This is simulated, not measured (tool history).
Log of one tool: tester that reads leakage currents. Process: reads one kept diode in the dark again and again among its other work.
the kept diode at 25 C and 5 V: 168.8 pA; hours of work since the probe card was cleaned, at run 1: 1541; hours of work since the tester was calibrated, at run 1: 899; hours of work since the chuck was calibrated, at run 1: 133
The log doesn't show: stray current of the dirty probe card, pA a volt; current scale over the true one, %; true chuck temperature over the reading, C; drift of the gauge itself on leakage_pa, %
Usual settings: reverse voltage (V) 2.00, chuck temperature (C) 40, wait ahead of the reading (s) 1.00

run,hour,reverse voltage (V),chuck temperature (C),wait ahead of the reading (s),hours of work since the probe card was cleaned,hours of work since the tester was calibrated,hours of work since the chuck was calibrated,current that the tester gives (pA)
1,0.0,2.00,40,1.00,1541,899,133,436.09
2,40.4,4.79,40,1.00,1562,919,153,616.30
3,80.4,2.00,39,1.00,1582,940,174,402.64
4,100.9,1.04,40,1.00,1593,950,184,338.21
5,129.5,1.04,40,1.00,1607,965,199,336.57
# hour 146.5: probe card cleaned and baked
6,155.7,1.04,40,1.00,5,977,211,338.71
7,202.0,1.04,40,1.00,28,1000,234,335.96
8,243.1,1.04,40,1.00,49,1022,255,338.02
9,293.2,2.00,40,1.09,75,1047,281,436.24
10,324.2,2.00,40,0.41,91,1063,297,436.57
11,370.3,2.00,40,0.41,115,1087,321,435.90
12,393.8,2.00,40,0.41,127,1099,333,435.52
13,424.7,2.00,40,1.00,142,1114,348,435.96
14,467.8,2.00,40,1.00,164,1137,370,436.45
15,499.6,1.50,32,1.00,181,1153,387,196.14
16,545.2,1.50,32,1.00,204,1176,410,195.98
17,578.0,1.50,32,1.00,221,1193,427,197.82
18,612.4,2.00,51,1.95,238,1211,444,1053.01
19,647.3,2.00,51,1.95,256,1228,462,1054.03
20,674.2,2.00,51,1.95,270,1242,476,1053.97
21,695.2,2.00,51,4.66,281,1253,487,1059.22
22,744.1,4.48,40,1.55,306,1278,512,599.66
23,774.8,4.48,40,1.55,322,1294,528,603.05
24,810.4,4.48,40,1.55,340,1312,546,599.38
25,847.9,8.28,51,1.55,359,1331,565,1857.29
# hour 864.2: chuck's temperature calibrated
26,883.4,2.00,40,3.24,376,1348,10,437.49

4 ways to go on from here, each from the tool as it stands after run 26. What would each give?
A,908.5,18.57,45,6.28,389,1361,23,?
B,908.5,2.00,21,1.00,389,1361,23,?
C,908.5,2.09,34,0.52,389,1361,23,?
D,908.5,3.78,30,1.96,389,1361,23,?

run,current that the tester gives (pA)
A,1583.76
B,81.02
C,266.53
D,237.25
Without the tool's hidden state the same runs would have given:
run,current that the tester gives (pA)
A,1584.29
B,81.04
C,266.63
D,237.33
